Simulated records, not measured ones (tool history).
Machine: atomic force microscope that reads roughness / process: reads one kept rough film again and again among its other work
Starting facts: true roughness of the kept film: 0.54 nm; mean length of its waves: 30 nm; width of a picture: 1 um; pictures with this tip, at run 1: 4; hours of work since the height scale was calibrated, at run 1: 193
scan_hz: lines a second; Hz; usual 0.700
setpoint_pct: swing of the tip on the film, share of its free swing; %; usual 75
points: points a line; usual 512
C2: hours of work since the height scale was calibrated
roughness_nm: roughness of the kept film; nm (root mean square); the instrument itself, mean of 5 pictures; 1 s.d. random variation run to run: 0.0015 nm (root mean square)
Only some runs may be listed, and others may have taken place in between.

run 1 hour=0.0 | scan_hz=0.700 setpoint_pct=75 points=512 | pictures_with_this_tip=4 C2=193 | roughness_nm=0.506
run 2 hour=10.0 | scan_hz=0.700 setpoint_pct=75 points=512 | pictures_with_this_tip=15 C2=198 | roughness_nm=0.507
run 3 hour=18.8 | scan_hz=0.700 setpoint_pct=75 points=512 | pictures_with_this_tip=25 C2=202 | roughness_nm=0.504
run 4 hour=27.0 | scan_hz=0.700 setpoint_pct=57 points=512 | pictures_with_this_tip=34 C2=206 | roughness_nm=0.523
run 5 hour=35.8 | scan_hz=0.700 setpoint_pct=57 points=512 | pictures_with_this_tip=44 C2=211 | roughness_nm=0.518
run 6 hour=44.0 | scan_hz=0.700 setpoint_pct=57 points=512 | pictures_with_this_tip=53 C2=215 | roughness_nm=0.520
run 7 hour=49.7 | scan_hz=0.700 setpoint_pct=57 points=512 | pictures_with_this_tip=60 C2=218 | roughness_nm=0.519
-- hour=51.1 height scale calibrated on a step standard
run 8 hour=56.6 | scan_hz=0.700 setpoint_pct=57 points=512 | pictures_with_this_tip=66 C2=3 | roughness_nm=0.518
run 9 hour=64.4 | scan_hz=0.700 setpoint_pct=75 points=397 | pictures_with_this_tip=75 C2=7 | roughness_nm=0.502
-- hour=67.5 height scale calibrated on a step standard, once more
run 10 hour=71.5 | scan_hz=0.700 setpoint_pct=75 points=397 | pictures_with_this_tip=82 C2=2 | roughness_nm=0.499
run 11 hour=80.6 | scan_hz=0.700 setpoint_pct=75 points=397 | pictures_with_this_tip=92 C2=7 | roughness_nm=0.498
run 12 hour=86.8 | scan_hz=0.700 setpoint_pct=75 points=512 | pictures_with_this_tip=99 C2=10 | roughness_nm=0.497
run 13 hour=96.2 | scan_hz=0.700 setpoint_pct=75 points=512 | pictures_with_this_tip=110 C2=15 | roughness_nm=0.500
run 14 hour=103.9 | scan_hz=0.700 setpoint_pct=62 points=512 | pictures_with_this_tip=118 C2=18 | roughness_nm=0.513
run 15 hour=113.2 | scan_hz=0.748 setpoint_pct=78 points=680 | pictures_with_this_tip=129 C2=23 | roughness_nm=0.496
run 16 hour=118.2 | scan_hz=1.508 setpoint_pct=85 points=403 | pictures_with_this_tip=134 C2=26 | roughness_nm=0.443
run 17 hour=125.5 | scan_hz=0.700 setpoint_pct=75 points=753 | pictures_with_this_tip=142 C2=29 | roughness_nm=0.500
run 18 hour=131.7 | scan_hz=3.002 setpoint_pct=88 points=340 | pictures_with_this_tip=149 C2=32 | roughness_nm=0.369
run 19 hour=135.7 | scan_hz=3.002 setpoint_pct=88 points=340 | pictures_with_this_tip=154 C2=35 | roughness_nm=0.370
run 20 hour=145.2 | scan_hz=3.002 setpoint_pct=88 points=340 | pictures_with_this_tip=164 C2=39 | roughness_nm=0.367
run 21 hour=152.2 | scan_hz=3.002 setpoint_pct=88 points=340 | pictures_with_this_tip=172 C2=43 | roughness_nm=0.370
run 22 hour=158.7 | scan_hz=3.002 setpoint_pct=88 points=340 | pictures_with_this_tip=179 C2=46 | roughness_nm=0.368
run 23 hour=168.0 | scan_hz=3.002 setpoint_pct=62 points=350 | pictures_with_this_tip=190 C2=51 | roughness_nm=0.471
-- hour=174.7 new tip fitted
run 24 hour=176.6 | scan_hz=3.002 setpoint_pct=62 points=350 | pictures_with_this_tip=2 C2=55 | roughness_nm=0.480
run 25 hour=182.2 | scan_hz=1.931 setpoint_pct=87 points=571 | pictures_with_this_tip=8 C2=58 | roughness_nm=0.423

What if the next run were any one of these 4? Each begins from the tool's condition after run 25:
run A hour=191.7 | scan_hz=3.623 setpoint_pct=76 points=512 | pictures_with_this_tip=19 C2=63 | roughness_nm=?
run B hour=191.7 | scan_hz=1.931 setpoint_pct=64 points=571 | pictures_with_this_tip=19 C2=63 | roughness_nm=?
run C hour=191.7 | scan_hz=0.800 setpoint_pct=87 points=821 | pictures_with_this_tip=19 C2=63 | roughness_nm=?
run D hour=191.7 | scan_hz=0.957 setpoint_pct=69 points=259 | pictures_with_this_tip=19 C2=63 | roughness_nm=?

run=A roughness_nm=0.416
run=B roughness_nm=0.496
run=C roughness_nm=0.481
run=D roughness_nm=0.500
What these runs would have given with no unlogged condition in the tool:
run=A roughness_nm=0.416
run=B roughness_nm=0.497
run=C roughness_nm=0.482
run=D roughness_nm=0.501
